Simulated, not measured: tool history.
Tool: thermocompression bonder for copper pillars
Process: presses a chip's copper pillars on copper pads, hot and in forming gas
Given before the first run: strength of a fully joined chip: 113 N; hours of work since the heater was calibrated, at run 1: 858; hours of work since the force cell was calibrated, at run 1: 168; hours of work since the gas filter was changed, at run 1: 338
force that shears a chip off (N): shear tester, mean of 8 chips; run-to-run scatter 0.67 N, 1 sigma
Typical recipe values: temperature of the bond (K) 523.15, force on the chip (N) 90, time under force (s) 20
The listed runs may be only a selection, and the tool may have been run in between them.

run   hour  temperature of the bond (K)  force on the chip (N)  time under force (s)  hours of work since the heater was calibrated  hours of work since the force cell was calibrated  hours of work since the gas filter was changed  force that shears a chip off (N)
  1      0                       523.15                     90                    20                                            858                                                168                                             338                              59.2
  2   22.4                       523.15                     90                    20                                            870                                                180                                             350                              58.2
  3   36.6                       523.15                     63                    20                                            878                                                187                                             358                              41.7
  4   59.1                       523.15                     63                    20                                            890                                                200                                             370                              40.8
  5   71.3                       523.15                     63                    20                                            897                                                206                                             377                              40.6
      75.1  -- heater calibrated with a thermocouple chip
      75.6  -- forming gas filter changed
  6   89.4                       523.15                     63                    20                                              7                                                215                                               7                              46.3
  7  101.2                       523.15                     90                    20                                             14                                                221                                              14                              61.9
  8  114.5                       523.15                     90                    20                                             21                                                228                                              21                              64.8
  9  133.1                       523.15                     90                    20                                             31                                                238                                              31                              63.8
 10  155.5                       505.15                    109                    20                                             43                                                250                                              43                              63.6
 11    176                       505.15                    109                    20                                             54                                                261                                              54                              64.5
 12  198.3                       553.15                     62                    48                                             66                                                273                                              66                              75.7
     209.2  -- heater calibrated with a thermocouple chip, once more
 13  214.9                       553.15                     78                    11                                              3                                                281                                              74                              56.5

Expected results for the next run?
 14  225.5                       523.15                     77                    20                                              9                                                287                                              80                                 ?

Logged for run 14: force that shears a chip off (N) 51.8.
With the hidden condition absent and the run-to-run variation left alone, this run would have shown force that shears a chip off (N) 53.4.

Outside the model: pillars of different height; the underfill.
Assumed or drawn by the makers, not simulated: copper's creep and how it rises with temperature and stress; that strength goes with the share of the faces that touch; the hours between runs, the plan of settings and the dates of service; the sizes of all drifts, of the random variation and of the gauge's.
